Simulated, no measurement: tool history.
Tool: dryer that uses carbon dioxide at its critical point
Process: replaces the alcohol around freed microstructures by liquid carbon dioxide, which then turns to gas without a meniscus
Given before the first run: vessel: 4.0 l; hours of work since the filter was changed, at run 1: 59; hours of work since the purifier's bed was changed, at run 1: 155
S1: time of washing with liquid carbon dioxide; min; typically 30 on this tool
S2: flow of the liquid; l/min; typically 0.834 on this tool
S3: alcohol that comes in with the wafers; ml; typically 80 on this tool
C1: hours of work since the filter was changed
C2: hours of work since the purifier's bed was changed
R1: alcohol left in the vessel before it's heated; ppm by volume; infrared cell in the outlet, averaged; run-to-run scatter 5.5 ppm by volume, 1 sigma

Run 1, hour 0: usual settings; C1 59; C2 155. Result: R1 209 ppm by volume.
Run 2, hour 9.1: usual settings; C1 65; C2 161. Result: R1 215 ppm by volume.
Run 3, hour 13.8: usual settings but S3 91 ml; C1 68; C2 164. Result: R1 231 ppm by volume.
Run 4, hour 19.7: usual settings but S3 91 ml; C1 72; C2 168. Result: R1 240 ppm by volume.
Run 5, hour 25.6: usual settings but S3 91 ml; C1 76; C2 172. Result: R1 234 ppm by volume.
Run 6, hour 31.2: usual settings but S3 91 ml; C1 80; C2 176. Result: R1 244 ppm by volume.
Run 7, hour 39: usual settings but S3 91 ml; C1 85; C2 181. Result: R1 250 ppm by volume.
Run 8, hour 43.5: usual settings but S2 1.215 l/min; C1 88; C2 184. Result: R1 78 ppm by volume.
Run 9, hour 50.7: usual settings but S2 1.215 l/min; C1 93; C2 189. Result: R1 96 ppm by volume.
Run 10, hour 59.7: usual settings but S1 29 min, S2 1.193 l/min, S3 88 ml; C1 99; C2 195. Result: R1 88 ppm by volume.
Run 11, hour 65.5: usual settings but S1 23 min, S2 0.954 l/min, S3 100 ml; C1 103; C2 199. Result: R1 427 ppm by volume.
Run 12, hour 69.8: usual settings but S1 23 min, S2 0.649 l/min, S3 83 ml; C1 106; C2 202. Result: R1 1303 ppm by volume.

For each run, the measured value with the value that run would have given without the tool's hidden condition subtracted. The run-to-run variation is shared by both, the gauge scatter possibly not:
Unlogged tool condition in this case: flow that reaches the vessel past the clogged filter, %; alcohol in the recycled carbon dioxide, ppm; drift of the gauge itself on alcohol_ppm, %.
run    R1
  1   +65
  2   +67
  3   +72
  4   +76
  5   +75
  6   +79
  7   +81
  8   +62
  9   +67
 10   +69
 11  +113
 12  +179
